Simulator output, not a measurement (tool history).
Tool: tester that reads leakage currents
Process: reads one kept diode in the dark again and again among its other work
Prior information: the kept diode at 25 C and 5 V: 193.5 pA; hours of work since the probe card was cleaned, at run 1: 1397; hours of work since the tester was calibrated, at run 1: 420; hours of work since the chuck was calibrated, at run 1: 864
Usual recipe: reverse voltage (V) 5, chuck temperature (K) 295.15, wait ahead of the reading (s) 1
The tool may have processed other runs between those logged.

run,day,reverse voltage (V),chuck temperature (K),wait ahead of the reading (s),hours of work since the probe card was cleaned,hours of work since the tester was calibrated,hours of work since the chuck was calibrated,current that the tester gives (pA)
1,0,5,295.15,1,1397,420,864,142.82
2,5.808,5,295.15,1,1475,497,941,141.43
3,13.938,5,295.15,1,1583,605,1049,140.66
4,20.508,5,295.15,1,1671,693,1137,139.7
5,25.6,8.61,295.15,1,1738,761,1205,184.19
6,29.962,8.61,295.15,1,1797,819,1263,182.98
7,36.712,5,295.15,1,1886,909,1353,137.12
8,44.754,5,295.15,1,1994,1016,1460,136.27
9,53.317,16.91,295.15,1,2108,1130,1574,254.04
10,57.112,5,295.15,7.24,2158,1180,1624,133.89
11,61.788,5,295.15,7.24,2220,1243,1687,133.14
12,70.338,5,295.15,7.24,2334,1357,1800,132.02
13,77.758,5,295.15,7.24,2433,1455,1899,131.73
# day 81.046: chuck's temperature calibrated
14,86.883,5,295.15,7.24,2554,1576,78,155.79
15,91.821,5,295.15,7.24,2619,1642,144,154.14
16,99.254,9.34,295.15,1,2718,1741,243,212.85
17,106.271,5,295.15,1,2812,1834,336,153.19
18,110.5,5,299.15,1,2868,1890,392,209.86
19,115.288,5,319.15,1,2932,1954,456,928.37
20,123.646,5.94,319.15,1,3043,2066,567,1004.76
21,133.042,3.2,319.15,1,3168,2191,693,726.13
22,137.662,3.2,319.15,1.79,3230,2252,754,722.53
23,141.533,3.2,305.15,1.79,3281,2304,806,257.96
24,150.85,4.06,321.15,1.55,3406,2428,930,928.35
# day 153.854: probe card cleaned and baked
25,160.042,4.06,321.15,1.55,82,2549,1050,923.16
26,166.812,4.06,321.15,1.55,173,2639,1141,918.97
27,175.067,1.99,319.15,3.67,283,2749,1251,551.61
28,181.904,1.84,295.15,0.87,374,2840,1342,84.19
29,188.7,5,311.15,1.21,464,2930,1432,490.35
30,195.283,4.71,311.15,1.21,552,3018,1520,470.08
31,202.821,8.89,294.15,1,652,3118,1620,170.65
32,211.925,15.72,295.15,1.65,773,3240,1742,243.71
33,220.846,5,307.15,2.92,892,3359,1860,350.19
34,226.342,1.5,294.15,1,965,3432,1934,66.84
# day 227.517: chuck's temperature calibrated
35,232.567,5,295.15,2.4,1047,3514,67,154.65
36,237.554,1.92,328.15,2.29,1114,3580,134,1074.45
37,244.554,1.92,328.15,2.29,1207,3673,227,1070.54
38,252.829,14.51,295.15,1,1317,3783,337,262.04
39,259.333,3.41,295.15,7.03,1404,3870,424,123.1

Selected run-to-run steps in current that the tester gives (pA), each split into two signed amounts: the part the tool would show with no hidden state at all (from settings, incoming material and random variation), and the remainder, which goes to the hidden state together with any gauge scatter not common to the measured and the hidden-state-free results:
Hidden conditions of the tool in this case: stray current of the dirty probe card, pA a volt; current scale over the true one, %; true chuck temperature over the reading, C; drift of the gauge itself on leakage_pa, %.
Run 18 -> 19: chuck temperature (K) 299.15 -> 319.15. current that the tester gives (pA) +718.51: hidden state -9.65, all else +728.16.
Run 23 -> 24: reverse voltage (V) 3.2 -> 4.06, chuck temperature (K) 305.15 -> 321.15, wait ahead of the reading (s) 1.79 -> 1.55. current that the tester gives (pA) +670.39: hidden state -29.81, all else +700.2.
Run 28 -> 29: reverse voltage (V) 1.84 -> 5, chuck temperature (K) 295.15 -> 311.15, wait ahead of the reading (s) 0.87 -> 1.21. current that the tester gives (pA) +406.16: hidden state -33.65, all else +439.81.
Run 33 -> 34: reverse voltage (V) 5 -> 1.5, chuck temperature (K) 307.15 -> 294.15, wait ahead of the reading (s) 2.92 -> 1. current that the tester gives (pA) -283.35: hidden state +32.68, all else -316.03.
Run 35 -> 36: reverse voltage (V) 5 -> 1.92, chuck temperature (K) 295.15 -> 328.15, wait ahead of the reading (s) 2.4 -> 2.29. current that the tester gives (pA) +919.8: hidden state +4.05, all else +915.75.
Run 37 -> 38: reverse voltage (V) 1.92 -> 14.51, chuck temperature (K) 328.15 -> 295.15, wait ahead of the reading (s) 2.29 -> 1. current that the tester gives (pA) -808.5: hidden state -0.16, all else -808.34.

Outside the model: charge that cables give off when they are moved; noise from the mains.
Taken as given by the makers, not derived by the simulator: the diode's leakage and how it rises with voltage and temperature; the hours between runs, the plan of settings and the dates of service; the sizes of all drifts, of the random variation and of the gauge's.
